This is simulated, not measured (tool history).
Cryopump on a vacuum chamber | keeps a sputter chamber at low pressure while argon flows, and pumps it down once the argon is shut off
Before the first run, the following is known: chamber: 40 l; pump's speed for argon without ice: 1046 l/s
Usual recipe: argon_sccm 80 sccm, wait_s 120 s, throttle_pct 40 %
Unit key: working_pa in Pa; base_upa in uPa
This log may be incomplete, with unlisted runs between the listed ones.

| run | hour | argon_sccm | wait_s | throttle_pct | working_pa | base_upa |
|---|---|---|---|---|---|---|
| 1 | 0.0 | 80 | 120 | 40 | 0.3355 | 1.60 |
| 2 | 13.8 | 80 | 120 | 40 | 0.3373 | 1.55 |
| 3 | 26.1 | 80 | 120 | 40 | 0.3372 | 1.58 |
| 4 | 49.8 | 80 | 120 | 40 | 0.3388 | 1.57 |
| 5 | 67.2 | 80 | 120 | 40 | 0.3408 | 1.61 |
| 6 | 90.1 | 80 | 84 | 40 | 0.3390 | 1.88 |
| 7 | 116.8 | 80 | 84 | 40 | 0.3429 | 1.91 |
| 8 | 138.3 | 80 | 120 | 40 | 0.3438 | 1.62 |
| 9 | 161.5 | 80 | 120 | 40 | 0.3432 | 1.61 |
| 10 | 191.6 | 80 | 120 | 40 | 0.3446 | 1.66 |
| 11 | 207.5 | 80 | 120 | 40 | 0.3454 | 1.69 |
| 12 | 233.8 | 80 | 120 | 25 | 0.5411 | 1.69 |
| 13 | 251.4 | 80 | 225 | 40 | 0.3460 | 1.40 |
| 14 | 267.4 | 80 | 196 | 40 | 0.3461 | 1.42 |
|  | 294.2 | pump warmed up, emptied and cooled again |
| 15 | 295.2 | 80 | 196 | 40 | 0.3244 | 1.31 |
| 16 | 323.4 | 80 | 196 | 40 | 0.3281 | 1.33 |
| 17 | 339.4 | 80 | 196 | 40 | 0.3281 | 1.29 |
| 18 | 355.2 | 48 | 81 | 17 | 0.4585 | 1.91 |
| 19 | 383.2 | 48 | 81 | 17 | 0.4581 | 1.92 |
| 20 | 400.0 | 140 | 179 | 25 | 0.9185 | 1.41 |
| 21 | 427.8 | 126 | 248 | 52 | 0.4042 | 1.24 |
| 22 | 453.2 | 55 | 53 | 35 | 0.2595 | 2.38 |
| 23 | 470.3 | 41 | 250 | 31 | 0.2167 | 1.33 |
| 24 | 490.2 | 119 | 280 | 40 | 0.4912 | 1.30 |
| 25 | 515.1 | 159 | 25 | 36 | 0.7328 | 4.03 |
| 26 | 543.5 | 159 | 110 | 18 | 1.4437 | 1.77 |
| 27 | 570.6 | 71 | 26 | 18 | 0.6436 | 3.76 |
| 28 | 583.4 | 71 | 26 | 18 | 0.6489 | 3.87 |
| 29 | 612.2 | 114 | 58 | 35 | 0.5433 | 2.38 |
| 30 | 624.7 | 114 | 58 | 35 | 0.5447 | 2.40 |
| 31 | 648.2 | 48 | 76 | 28 | 0.2854 | 2.10 |

Alternative continuations, all from the tool just after run 31; predict every row:
| A | 677.3 | 138 | 197 | 55 | ? | ? |
| B | 677.3 | 82 | 177 | 17 | ? | ? |
| C | 677.3 | 65 | 120 | 19 | ? | ? |

| run | working_pa | base_upa |
|---|---|---|
| A | 0.4323 | 1.51 |
| B | 0.8008 | 1.52 |
| C | 0.5640 | 1.79 |
Without the tool's hidden state the same runs would have given:
| run | working_pa | base_upa |
|---|---|---|
| A | 0.4065 | 0.67 |
| B | 0.7854 | 0.68 |
| C | 0.5518 | 0.90 |

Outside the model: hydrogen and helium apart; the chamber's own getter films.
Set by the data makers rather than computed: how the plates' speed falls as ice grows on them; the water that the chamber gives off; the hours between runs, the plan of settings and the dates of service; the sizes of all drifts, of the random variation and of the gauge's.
